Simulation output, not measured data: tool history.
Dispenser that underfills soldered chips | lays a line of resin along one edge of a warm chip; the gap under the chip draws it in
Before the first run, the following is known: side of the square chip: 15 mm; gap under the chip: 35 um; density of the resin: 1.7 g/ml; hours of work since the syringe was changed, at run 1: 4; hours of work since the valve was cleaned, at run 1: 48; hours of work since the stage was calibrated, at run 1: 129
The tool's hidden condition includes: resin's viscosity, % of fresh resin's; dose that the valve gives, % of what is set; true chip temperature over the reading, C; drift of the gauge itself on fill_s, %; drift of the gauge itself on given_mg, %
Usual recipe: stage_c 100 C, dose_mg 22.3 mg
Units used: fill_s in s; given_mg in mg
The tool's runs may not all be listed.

run  hour  stage_c  dose_mg  hours of work since the syringe was changed  hours of work since the valve was cleaned  hours of work since the stage was calibrated  fill_s  given_mg
  1   0.0      100     22.3                                            4                                         48                                           129   220.4     21.65
      3.8  -- new syringe of resin
  2   8.8      100     26.0                                            3                                         54                                           134   208.6     24.85
     12.5  -- new syringe of resin
  3  14.3      100     21.0                                            1                                         58                                           138   189.3     20.12
  4  20.4      100     22.9                                            5                                         62                                           142   246.1     21.80
     21.3  -- new syringe of resin
     30.5  -- new syringe of resin
  5  31.7      100     22.3                                            1                                         69                                           149   182.8     21.18
     39.1  -- new syringe of resin
  6  43.0      100     22.3                                            3                                         76                                           157   205.3     21.08
     48.6  -- new syringe of resin
  7  52.4      100     24.7                                            3                                         83                                           163   206.9     23.00
     57.7  -- new syringe of resin
  8  57.7       88     29.0                                            0                                         86                                           166   305.9     27.02
     67.2  -- new syringe of resin
  9  67.7       88     29.0                                            0                                         92                                           173   300.5     27.00
     76.2  -- new syringe of resin
 10  78.0       98     29.0                                            1                                         99                                           179   198.5     26.80
     84.9  -- new syringe of resin
 11  89.4       92     19.6                                            3                                        107                                           187   304.6     17.93
     94.1  -- new syringe of resin
 12  94.2       86     22.3                                            0                                        110                                           190   336.7     20.16

For run 13, what comes out?
     102.8  -- new syringe of resin
 13  102.8      113     27.2                                            0                                        115                                           195       ?         ?

{"run 13": {"fill_s": 96.4, "given_mg": 24.75}}
Without the tool's hidden state the same run would have given fill_s 103.8 s, given_mg 27.24 mg.

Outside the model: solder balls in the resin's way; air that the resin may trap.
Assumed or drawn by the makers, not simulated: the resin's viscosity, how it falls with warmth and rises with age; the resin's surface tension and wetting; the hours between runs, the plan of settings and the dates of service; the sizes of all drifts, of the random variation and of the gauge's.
